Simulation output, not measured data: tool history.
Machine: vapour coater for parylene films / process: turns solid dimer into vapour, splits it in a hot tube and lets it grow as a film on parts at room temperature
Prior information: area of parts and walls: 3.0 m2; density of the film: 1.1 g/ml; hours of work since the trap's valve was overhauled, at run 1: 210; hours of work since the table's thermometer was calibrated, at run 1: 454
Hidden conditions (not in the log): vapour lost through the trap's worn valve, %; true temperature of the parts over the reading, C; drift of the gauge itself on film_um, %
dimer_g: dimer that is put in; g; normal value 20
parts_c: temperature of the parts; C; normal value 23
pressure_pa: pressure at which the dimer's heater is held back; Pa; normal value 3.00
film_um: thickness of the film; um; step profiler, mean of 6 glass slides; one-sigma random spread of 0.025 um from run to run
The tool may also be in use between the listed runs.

run,hour,dimer_g,parts_c,pressure_pa,hours of work since the trap's valve was overhauled,hours of work since the table's thermometer was calibrated,film_um
1,0.0,20,23,3.00,210,454,4.15
2,11.7,20,23,3.00,218,461,4.20
3,22.0,32,23,3.00,224,468,6.69
4,34.6,20,23,3.00,232,476,4.17
5,43.3,20,23,3.00,238,482,4.15
6,52.4,20,23,3.00,244,488,4.18
7,63.6,20,23,3.00,251,495,4.17
8,79.4,20,23,3.00,262,505,4.13
9,93.3,20,23,3.00,271,514,4.06
10,103.8,34,26,9.26,277,521,4.66
11,113.1,32,23,3.00,283,527,6.48
12,128.2,31,18,4.62,293,537,6.87
13,142.1,31,18,4.62,302,546,6.83
14,158.0,31,18,4.62,313,556,6.81
# hour 167.8: trap's valve overhauled
15,179.5,31,18,4.62,8,568,7.70
16,195.8,12,23,7.30,18,578,2.18
17,203.9,9,21,3.73,23,583,2.09
18,212.4,20,31,2.40,29,589,3.49

Predict each of these 4 candidate next runs independently; none follows another, all start after run 18:
A,221.5,15,34,8.90,35,595,?
B,221.5,34,16,4.26,35,595,?
C,221.5,11,19,2.46,35,595,?
D,221.5,20,23,8.84,35,595,?

run,film_um
A,1.66
B,9.36
C,3.07
D,3.47
Without the tool's unlogged condition, the same runs would have read:
run,film_um
A,1.66
B,9.37
C,3.08
D,3.47
